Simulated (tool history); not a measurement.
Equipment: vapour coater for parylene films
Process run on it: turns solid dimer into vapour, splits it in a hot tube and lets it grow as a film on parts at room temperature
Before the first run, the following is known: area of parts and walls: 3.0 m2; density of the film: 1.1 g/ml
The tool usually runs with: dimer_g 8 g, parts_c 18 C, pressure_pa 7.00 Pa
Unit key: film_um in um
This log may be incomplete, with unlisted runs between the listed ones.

| run | hour | dimer_g | parts_c | pressure_pa | film_um |
|---|---|---|---|---|---|
| 1 | 0.0 | 8 | 18 | 7.00 | 1.43 |
| 2 | 34.9 | 7 | 18 | 7.00 | 1.29 |
| 3 | 86.8 | 7 | 18 | 7.00 | 1.28 |
| 4 | 139.2 | 8 | 18 | 7.00 | 1.47 |
| 5 | 189.9 | 8 | 18 | 7.00 | 1.44 |
| 6 | 231.9 | 8 | 12 | 3.47 | 2.23 |
| 7 | 263.7 | 8 | 12 | 3.47 | 2.14 |

For run 8, what comes out?
| 8 | 292.1 | 8 | 12 | 3.47 | ? |

{"run 8": {"film_um": 2.13}}
If the tool had no hidden condition, the same run with the same run-to-run variation would have returned film_um 2.27 um.

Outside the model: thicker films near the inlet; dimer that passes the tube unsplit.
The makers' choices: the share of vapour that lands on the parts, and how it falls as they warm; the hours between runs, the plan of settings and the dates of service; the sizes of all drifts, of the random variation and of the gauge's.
